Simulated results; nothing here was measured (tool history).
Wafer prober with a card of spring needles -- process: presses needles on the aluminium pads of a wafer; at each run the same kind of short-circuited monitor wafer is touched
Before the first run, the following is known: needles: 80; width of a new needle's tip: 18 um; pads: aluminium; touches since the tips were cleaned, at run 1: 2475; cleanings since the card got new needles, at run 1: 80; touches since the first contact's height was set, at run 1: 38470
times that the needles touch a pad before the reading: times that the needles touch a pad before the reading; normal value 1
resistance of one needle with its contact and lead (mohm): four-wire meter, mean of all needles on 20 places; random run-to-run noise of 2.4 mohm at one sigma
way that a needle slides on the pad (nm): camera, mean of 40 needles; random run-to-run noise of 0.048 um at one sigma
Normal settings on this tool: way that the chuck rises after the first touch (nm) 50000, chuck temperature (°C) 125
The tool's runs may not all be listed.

| run | hour | way that the chuck rises after the first touch (nm) | chuck temperature (°C) | times that the needles touch a pad before the reading | touches since the tips were cleaned | cleanings since the card got new needles | touches since the first contact's height was set | resistance of one needle with its contact and lead (mohm) | way that a needle slides on the pad (nm) |
|---|---|---|---|---|---|---|---|---|---|
| 1 | 0 | 50000 | 125 | 1 | 2475 | 80 | 38470 | 292 | 12940 |
|  | 10.5 | tips cleaned on abrasive film |
| 2 | 26 | 47000 | 125 | 1 | 3029 | 81 | 43530 | 300 | 12150 |
|  | 32.9 | tips cleaned on abrasive film |
|  | 57.1 | tips cleaned on abrasive film |
| 3 | 72.5 | 47000 | 125 | 1 | 2993 | 83 | 52548 | 297 | 12130 |
|  | 81.3 | tips cleaned on abrasive film |
|  | 103.5 | tips cleaned on abrasive film |
| 4 | 116.9 | 47000 | 125 | 1 | 2618 | 85 | 61179 | 297 | 12110 |
|  | 126.2 | tips cleaned on abrasive film |
|  | 148 | tips cleaned on abrasive film |
| 5 | 150.9 | 50000 | 125 | 1 | 562 | 87 | 67767 | 280 | 12760 |
|  | 165.1 | height of the first contact set anew |
|  | 170.6 | tips cleaned on abrasive film |
| 6 | 187.2 | 50000 | 125 | 1 | 3239 | 88 | 4282 | 298 | 13150 |
|  | 194.1 | tips cleaned on abrasive film |
|  | 219 | tips cleaned on abrasive film |
| 7 | 238.3 | 50000 | 125 | 1 | 3757 | 90 | 14210 | 302 | 13070 |
|  | 241.8 | tips cleaned on abrasive film |
|  | 265.8 | tips cleaned on abrasive film |
| 8 | 275.8 | 50000 | 125 | 1 | 1954 | 92 | 21487 | 287 | 13030 |
|  | 289.8 | tips cleaned on abrasive film |
| 9 | 303.6 | 50000 | 124 | 1 | 2690 | 93 | 26883 | 293 | 13060 |
|  | 314.6 | tips cleaned on abrasive film |
| 10 | 334.9 | 50000 | 124 | 1 | 3964 | 94 | 32980 | 303 | 13010 |
|  | 339.6 | tips cleaned on abrasive film |
|  | 362.8 | tips cleaned on abrasive film |
| 11 | 380.6 | 50000 | 124 | 1 | 3485 | 96 | 41860 | 299 | 12920 |
|  | 387 | tips cleaned on abrasive film |
|  | 410.1 | tips cleaned on abrasive film |
| 12 | 411.9 | 36000 | 125 | 1 | 357 | 98 | 47920 | 294 | 9220 |
|  | 434.6 | tips cleaned on abrasive film |
| 13 | 440.6 | 36000 | 125 | 1 | 1163 | 99 | 53484 | 299 | 9200 |
|  | 458.2 | tips cleaned on abrasive film |
| 14 | 467.5 | 36000 | 125 | 1 | 1808 | 100 | 58722 | 314 | 9170 |
|  | 482.2 | tips cleaned on abrasive film |
| 15 | 501.4 | 36000 | 125 | 1 | 3744 | 101 | 65319 | 325 | 9160 |
|  | 506.3 | tips cleaned on abrasive film |
|  | 527.3 | height of the first contact set anew |
|  | 531.3 | tips cleaned on abrasive film |
| 16 | 539.5 | 36000 | 125 | 1 | 1594 | 103 | 2371 | 312 | 9370 |
|  | 553.3 | tips cleaned on abrasive film |
| 17 | 566 | 43000 | 125 | 1 | 2475 | 104 | 7512 | 306 | 11290 |
|  | 576.9 | tips cleaned on abrasive film |
| 18 | 590.4 | 34000 | 28 | 1 | 2634 | 105 | 12264 | 298 | 8790 |
|  | 600.9 | tips cleaned on abrasive film |
| 19 | 620.2 | 58000 | 89 | 1 | 3768 | 106 | 18049 | 283 | 15150 |
|  | 623.6 | tips cleaned on abrasive film |
|  | 646.9 | tips cleaned on abrasive film |
| 20 | 648.1 | 58000 | 89 | 1 | 240 | 108 | 23452 | 270 | 15150 |
|  | 672.8 | tips cleaned on abrasive film |
| 21 | 682.4 | 58000 | 89 | 1 | 1879 | 109 | 30120 | 277 | 15140 |
|  | 696 | tips cleaned on abrasive film |
| 22 | 716.6 | 58000 | 31 | 1 | 4021 | 110 | 36774 | 270 | 15120 |
|  | 720 | tips cleaned on abrasive film |
|  | 745.6 | tips cleaned on abrasive film |
| 23 | 758 | 47000 | 31 | 1 | 2412 | 112 | 44803 | 275 | 12080 |
|  | 771.1 | tips cleaned on abrasive film |
| 24 | 782.2 | 47000 | 31 | 1 | 2155 | 113 | 49507 | 274 | 12080 |
|  | 793.5 | tips cleaned on abrasive film |
|  | 816.4 | tips cleaned on abrasive film |
| 25 | 829.4 | 35000 | 122 | 2 | 2534 | 115 | 58669 | 305 | 8850 |
|  | 840.3 | tips cleaned on abrasive film |
|  | 862.6 | tips cleaned on abrasive film |
| 26 | 867.1 | 35000 | 122 | 2 | 876 | 117 | 65990 | 292 | 8910 |
|  | 885.2 | tips cleaned on abrasive film |
|  | 889.7 | height of the first contact set anew |
| 27 | 905 | 36000 | 40 | 1 | 3802 | 118 | 2972 | 302 | 9430 |
|  | 909.3 | tips cleaned on abrasive film |
|  | 933.5 | tips cleaned on abrasive film |
| 28 | 945.5 | 50000 | 108 | 2 | 2343 | 120 | 10828 | 284 | 13180 |
|  | 957.5 | tips cleaned on abrasive film |
| 29 | 968.5 | 50000 | 125 | 3 | 2141 | 121 | 15294 | 285 | 13230 |
|  | 979.7 | tips cleaned on abrasive film |
|  | 1001.9 | tips cleaned on abrasive film |
| 30 | 1013.6 | 50000 | 49 | 1 | 2282 | 123 | 24058 | 278 | 13030 |

Consider 3 possible next runs. They are alternatives, not a sequence: every one starts from the tool as it was left by run 30. What does each give?
|  | 1025.2 | tips cleaned on abrasive film |
|  | 1048.2 | tips cleaned on abrasive film |
| A | 1058 | 42000 | 89 | 2 | 1920 | 125 | 32682 | ? | ? |
|  | 1025.2 | tips cleaned on abrasive film |
|  | 1048.2 | tips cleaned on abrasive film |
| B | 1058 | 50000 | 70 | 2 | 1920 | 125 | 32682 | ? | ? |
|  | 1025.2 | tips cleaned on abrasive film |
|  | 1048.2 | tips cleaned on abrasive film |
| C | 1058 | 50000 | 31 | 1 | 1920 | 125 | 32682 | ? | ? |

| run | resistance of one needle with its contact and lead (mohm) | way that a needle slides on the pad (nm) |
|---|---|---|
| A | 285 | 10880 |
| B | 269 | 12980 |
| C | 268 | 12980 |
Had the tool no hidden state, the same runs would have come out as:
| run | resistance of one needle with its contact and lead (mohm) | way that a needle slides on the pad (nm) |
|---|---|---|
| A | 269 | 11050 |
| B | 257 | 13140 |
| C | 249 | 13140 |
